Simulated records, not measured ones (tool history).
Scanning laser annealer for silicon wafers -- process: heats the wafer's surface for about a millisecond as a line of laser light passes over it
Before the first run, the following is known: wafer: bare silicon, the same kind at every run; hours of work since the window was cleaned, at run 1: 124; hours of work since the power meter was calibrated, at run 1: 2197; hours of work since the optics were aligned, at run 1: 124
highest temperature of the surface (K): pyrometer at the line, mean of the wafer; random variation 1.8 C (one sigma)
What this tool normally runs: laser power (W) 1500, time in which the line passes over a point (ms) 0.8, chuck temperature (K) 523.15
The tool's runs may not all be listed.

run,hour,laser power (W),time in which the line passes over a point (ms),chuck temperature (K),hours of work since the window was cleaned,hours of work since the power meter was calibrated,hours of work since the optics were aligned,highest temperature of the surface (K)
1,0,1500,0.8,523.15,124,2197,124,1293.15
2,49.8,1500,0.8,523.15,154,2228,154,1289.15
3,126.9,1500,0.8,523.15,201,2275,201,1286.15
4,171.5,1500,0.8,523.15,228,2302,228,1283.15
5,215.1,1500,0.8,523.15,255,2328,255,1278.15
6,293.6,1458,0.665,512.15,303,2376,303,1174.15
7,386.9,1500,0.685,523.15,360,2433,360,1219.15
8,458.6,1303,0.8,546.15,403,2477,403,1161.15
9,535.4,1500,0.74,496.15,450,2524,450,1212.15
10,621.7,1500,0.82,523.15,503,2576,503,1271.15

Difference, measured minus no-hidden-state, one row per run. Run-to-run variation is common to both terms; the gauge's own scatter need not be:
Unlogged tool condition in this case: light that passes the window, % of a clean one's; laser's true power over the reading, %; width of the line over the set one, %; drift of the gauge itself on peak_c, C.
run,highest temperature of the surface (K)
1,+0
2,-3
3,-6
4,-8
5,-10
6,-11
7,-15
8,-16
9,-22
10,-27
